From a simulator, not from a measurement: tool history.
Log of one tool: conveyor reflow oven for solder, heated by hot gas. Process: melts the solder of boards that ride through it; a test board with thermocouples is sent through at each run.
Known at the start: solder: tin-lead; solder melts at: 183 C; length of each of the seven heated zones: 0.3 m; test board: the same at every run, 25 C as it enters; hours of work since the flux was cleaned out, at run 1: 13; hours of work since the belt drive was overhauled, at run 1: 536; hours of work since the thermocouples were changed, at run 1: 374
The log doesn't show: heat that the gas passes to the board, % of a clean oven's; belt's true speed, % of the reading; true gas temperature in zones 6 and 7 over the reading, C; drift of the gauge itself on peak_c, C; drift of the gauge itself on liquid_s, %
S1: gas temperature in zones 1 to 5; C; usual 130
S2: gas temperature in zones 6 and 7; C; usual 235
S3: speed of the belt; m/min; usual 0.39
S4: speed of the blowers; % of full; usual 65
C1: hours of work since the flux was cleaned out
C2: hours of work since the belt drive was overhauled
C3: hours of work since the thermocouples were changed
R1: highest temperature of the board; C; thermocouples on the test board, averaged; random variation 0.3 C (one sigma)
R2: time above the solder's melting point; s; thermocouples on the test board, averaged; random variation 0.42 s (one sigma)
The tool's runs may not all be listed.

run 1 day=0 | S1=130 S2=235 S3=0.39 S4=65 | C1=13 C2=536 C3=374 | R1=211.1 R2=58.7
run 2 day=0.679 | S1=130 S2=235 S3=0.39 S4=65 | C1=21 C2=544 C3=383 | R1=211.1 R2=58.4
run 3 day=1.383 | S1=130 S2=235 S3=0.39 S4=65 | C1=30 C2=553 C3=391 | R1=210.9 R2=58.7
run 4 day=2.075 | S1=130 S2=235 S3=0.39 S4=66 | C1=38 C2=561 C3=400 | R1=211.6 R2=58.8
run 5 day=2.442 | S1=130 S2=235 S3=0.39 S4=65 | C1=43 C2=566 C3=404 | R1=210.5 R2=58.4
run 6 day=2.85 | S1=130 S2=235 S3=0.39 S4=65 | C1=48 C2=571 C3=409 | R1=210.5 R2=58.3
run 7 day=3.579 | S1=130 S2=235 S3=0.39 S4=65 | C1=57 C2=580 C3=418 | R1=210.6 R2=58.2
run 8 day=4.4 | S1=130 S2=235 S3=0.39 S4=65 | C1=67 C2=590 C3=428 | R1=210.6 R2=57.7
run 9 day=4.733 | S1=130 S2=235 S3=0.4 S4=65 | C1=71 C2=594 C3=432 | R1=209.5 R2=55.2
run 10 day=5.379 | S1=117 S2=235 S3=0.39 S4=65 | C1=79 C2=601 C3=440 | R1=206.7 R2=49.3
run 11 day=6.071 | S1=117 S2=235 S3=0.39 S4=65 | C1=87 C2=610 C3=448 | R1=207.1 R2=49.6
run 12 day=6.758 | S1=117 S2=235 S3=0.347 S4=65 | C1=96 C2=618 C3=457 | R1=211.5 R2=63.6
run 13 day=7.533 | S1=117 S2=235 S3=0.347 S4=65 | C1=105 C2=628 C3=466 | R1=211.3 R2=63.4
run 14 day=8.125 | S1=132 S2=242 S3=0.39 S4=65 | C1=112 C2=635 C3=474 | R1=216.2 R2=65.7
run 15 day=8.762 | S1=132 S2=242 S3=0.39 S4=65 | C1=120 C2=643 C3=481 | R1=216.6 R2=64.4
run 16 day=9.4 | S1=136 S2=224 S3=0.463 S4=65 | C1=128 C2=651 C3=489 | R1=195.1 R2=30.3
run 17 day=10.208 | S1=139 S2=227 S3=0.463 S4=65 | C1=138 C2=660 C3=499 | R1=198.6 R2=34.7
run 18 day=10.7 | S1=115 S2=228 S3=0.377 S4=66 | C1=144 C2=666 C3=505 | R1=201.9 R2=43.8
run 19 day=11.075 | S1=115 S2=228 S3=0.377 S4=66 | C1=148 C2=671 C3=510 | R1=202 R2=42.7
run 20 day=11.75 | S1=115 S2=228 S3=0.377 S4=66 | C1=157 C2=679 C3=518 | R1=201.7 R2=43.4
run 21 day=12.475 | S1=138 S2=228 S3=0.346 S4=50 | C1=165 C2=688 C3=527 | R1=204.3 R2=60.5
run 22 day=13.083 | S1=126 S2=235 S3=0.39 S4=58 | C1=173 C2=696 C3=534 | R1=205.8 R2=49.2
run 23 day=13.6 | S1=130 S2=242 S3=0.467 S4=74 | C1=179 C2=702 C3=540 | R1=209.7 R2=46.6
run 24 day=14.054 | S1=130 S2=242 S3=0.353 S4=52 | C1=185 C2=707 C3=546 | R1=214.3 R2=68.4
run 25 day=14.488 | S1=128 S2=235 S3=0.39 S4=57 | C1=190 C2=713 C3=551 | R1=206 R2=50

Forecast each of these 3 alternatives for the next run:
run A day=15.188 | S1=126 S2=231 S3=0.39 S4=65 | C1=198 C2=721 C3=560 | R1=? R2=?
run B day=15.188 | S1=130 S2=235 S3=0.312 S4=65 | C1=198 C2=721 C3=560 | R1=? R2=?
run C day=15.188 | S1=128 S2=235 S3=0.369 S4=57 | C1=198 C2=721 C3=560 | R1=? R2=?

run=A R1=204.6 R2=48.2
run=B R1=217.3 R2=84.2
run=C R1=207.1 R2=57.2
Without the tool's hidden state the same runs would have given:
run=A R1=207.4 R2=51.7
run=B R1=219.7 R2=86.2
run=C R1=209.6 R2=60.2
